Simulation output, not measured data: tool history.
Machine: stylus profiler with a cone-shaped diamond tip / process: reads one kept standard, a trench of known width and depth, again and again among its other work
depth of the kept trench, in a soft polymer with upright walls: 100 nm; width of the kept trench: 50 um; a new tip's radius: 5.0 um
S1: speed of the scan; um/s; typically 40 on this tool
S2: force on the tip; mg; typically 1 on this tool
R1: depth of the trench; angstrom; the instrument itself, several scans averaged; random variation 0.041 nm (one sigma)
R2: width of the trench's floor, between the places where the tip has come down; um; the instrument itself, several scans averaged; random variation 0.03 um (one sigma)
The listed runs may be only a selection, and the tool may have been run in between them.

run,hour,S1,S2,R1,R2
1,0,40,1,1004.4,47.81
2,14.5,91,1,1003.8,47.69
3,31.6,40,1,1003.7,47.81
4,44.2,52,1,1004,47.8
5,53.9,52,0.9,1002.9,47.85
6,65.3,52,0.9,1004.1,47.78
7,73,52,0.9,1003.5,47.81
8,90.8,52,0.9,1003.6,47.8
9,109.1,52,0.9,1002.9,47.75
10,125.9,40,1.33,1005.2,47.86
11,136.9,40,1.33,1004.5,47.85
12,144.4,40,1.33,1004.5,47.81
13,162,40,0.97,1003.4,47.81
14,180.2,40,0.97,1002.9,47.79
15,195.8,40,0.97,1003.9,47.77
16,214.1,20,1,1003.7,47.93
17,228.4,20,1,1003.6,47.84
18,237.2,20,1,1003.1,47.8
19,249.3,20,1,1003.6,47.86
20,266,11,1,1002.4,47.94
21,282.8,11,1,1004,47.88
22,296.7,69,1,1002.7,47.68
23,311.2,40,1.4,1004.1,47.82
24,319.4,40,1.4,1004.9,47.78
25,335.8,100,0.7,1002.3,47.57
26,348,151,1,1003.2,47.39
27,360.5,76,0.72,1003.5,47.63
28,368.5,76,0.72,1003.5,47.62
29,379.5,47,2.62,1007.7,47.8
30,396.2,132,1.92,1005.9,47.62
31,410.5,132,1.92,1006,47.59
32,420.8,132,1.92,1006.9,47.54
33,436.7,80,1.92,1006.8,47.71
34,445.8,46,0.35,1001.3,47.62
35,461.4,46,0.35,1002.2,47.65
36,475.7,46,0.35,1001.3,47.66
37,494.2,49,0.94,1003.5,47.72
38,508.8,49,0.94,1004.1,47.72
39,516.7,160,1.99,1005.9,47.49
40,527.3,35,1.09,1003,47.73
41,538,22,0.43,1002.3,47.74
42,550.2,22,0.43,1002.2,47.75
43,557.9,22,0.43,1001.4,47.76
44,566.3,132,1.87,1005.7,47.56
45,582.4,132,1.87,1005.5,47.53
46,597.8,132,1.87,1006.3,47.51
47,615.7,73,0.67,1002,47.54

Put back what was entered between runs (2 entries, withheld): which listed runs does each sit between, and how does the hidden state differ from the listed run before to the listed run after?
Between runs 21 and 22: height scale calibrated on a step standard (hour 284.6)
  radius of the tip, um: 5.51 -> 5.52; height scale over the true one, %: -0.08 -> -0.101
  what was measured, less what the result would be without the hidden state, R1: -0.8 -> -1.1 angstrom; R2: -0.1 -> -0.11 um
Between runs 26 and 27: height scale calibrated on a step standard, once more (hour 359.6)
  radius of the tip, um: 5.58 -> 5.59; height scale over the true one, %: -0.116 -> 0.009
  what was measured, less what the result would be without the hidden state, R1: -1.1 -> +0.1 angstrom; R2: -0.11 -> -0.11 um
